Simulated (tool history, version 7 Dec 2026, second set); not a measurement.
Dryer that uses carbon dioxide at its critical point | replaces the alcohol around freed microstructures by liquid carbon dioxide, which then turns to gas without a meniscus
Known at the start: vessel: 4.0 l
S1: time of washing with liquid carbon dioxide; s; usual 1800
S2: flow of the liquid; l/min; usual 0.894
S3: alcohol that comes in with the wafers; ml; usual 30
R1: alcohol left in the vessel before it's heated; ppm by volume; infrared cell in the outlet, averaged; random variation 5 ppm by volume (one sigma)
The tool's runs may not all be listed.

Run 1, hour 0: usual settings. Result: R1 75 ppm by volume.
Run 2, hour 16.2: usual settings but S1 1980 s. Result: R1 64 ppm by volume.
Run 3, hour 32.6: usual settings but S1 1980 s. Result: R1 62 ppm by volume.
Run 4, hour 42.7: usual settings. Result: R1 77 ppm by volume.
Run 5, hour 55.3: usual settings. Result: R1 88 ppm by volume.
Run 6, hour 68.7: usual settings. Result: R1 85 ppm by volume.
Run 7, hour 79.7: usual settings. Result: R1 93 ppm by volume.
Run 8, hour 94.7: usual settings. Result: R1 83 ppm by volume.
Run 9, hour 104.5: usual settings but S3 45 ml. Result: R1 113 ppm by volume.
Run 10, hour 118.2: usual settings but S3 45 ml. Result: R1 91 ppm by volume.
Run 11, hour 127.3: usual settings but S3 45 ml. Result: R1 99 ppm by volume.
Run 12, hour 138.1: usual settings but S1 2460 s. Result: R1 70 ppm by volume.
Run 13, hour 151.2: usual settings but S1 2460 s. Result: R1 67 ppm by volume.
Run 14, hour 166: usual settings but S3 28 ml. Result: R1 85 ppm by volume.
Run 15, hour 176.3: usual settings but S1 1080 s, S3 28 ml. Result: R1 313 ppm by volume.
Run 16, hour 192.9: usual settings but S1 1080 s, S3 28 ml. Result: R1 313 ppm by volume.
Run 17, hour 204.3: usual settings. Result: R1 99 ppm by volume.
Run 18, hour 220.5: usual settings. Result: R1 93 ppm by volume.
Run 19, hour 236.1: usual settings but S3 63 ml. Result: R1 132 ppm by volume.
Run 20, hour 243.5: usual settings but S1 1500 s, S2 0.602 l/min, S3 58 ml. Result: R1 703 ppm by volume.
Run 21, hour 258.6: usual settings but S1 1680 s, S2 1.197 l/min, S3 102 ml. Result: R1 98 ppm by volume.
Run 22, hour 265.5: usual settings but S1 1680 s, S2 1.197 l/min, S3 102 ml. Result: R1 109 ppm by volume.
Run 23, hour 281.1: usual settings but S1 1140 s. Result: R1 302 ppm by volume.
Run 24, hour 289.3: usual settings but S1 2100 s, S2 1.214 l/min, S3 80 ml. Result: R1 83 ppm by volume.
Run 25, hour 300.7: usual settings but S1 2100 s, S2 1.214 l/min, S3 80 ml. Result: R1 86 ppm by volume.
Run 26, hour 317: usual settings but S1 2100 s, S2 1.214 l/min, S3 80 ml. Result: R1 96 ppm by volume.
Run 27, hour 324.5: usual settings but S1 2100 s, S2 1.214 l/min, S3 80 ml. Result: R1 84 ppm by volume.
Run 28, hour 339.6: usual settings but S1 1320 s, S2 0.679 l/min, S3 102 ml. Result: R1 1275 ppm by volume.
Run 29, hour 350.5: usual settings but S1 1320 s, S2 1.458 l/min, S3 39 ml. Result: R1 100 ppm by volume.
Run 30, hour 366.5: usual settings but S1 1620 s, S2 0.977 l/min, S3 104 ml. Result: R1 220 ppm by volume.
Run 31, hour 373.6: usual settings but S1 1620 s, S2 0.977 l/min, S3 104 ml. Result: R1 210 ppm by volume.
Run 32, hour 386.1: usual settings but S1 1620 s, S2 0.977 l/min, S3 34 ml. Result: R1 134 ppm by volume.
Run 33, hour 395.4: usual settings but S1 1620 s, S2 0.977 l/min, S3 34 ml. Result: R1 136 ppm by volume.
Run 34, hour 404.1: usual settings but S1 1920 s, S3 47 ml. Result: R1 132 ppm by volume.
Run 35, hour 414.6: usual settings but S1 2280 s, S2 1.114 l/min, S3 56 ml. Result: R1 95 ppm by volume.

Taken out of this log: 1 entry between the listed runs. Where each belongs, and how the hidden state differs across it:
Between runs 9 and 10: inlet filter changed (hour 110.1)
  flow that reaches the vessel past the clogged filter, %: 93.7 -> 99.6; alcohol in the recycled carbon dioxide, ppm: 53.3 -> 55.1
  measured less the result without the state, R1: +65 -> +52 ppm by volume
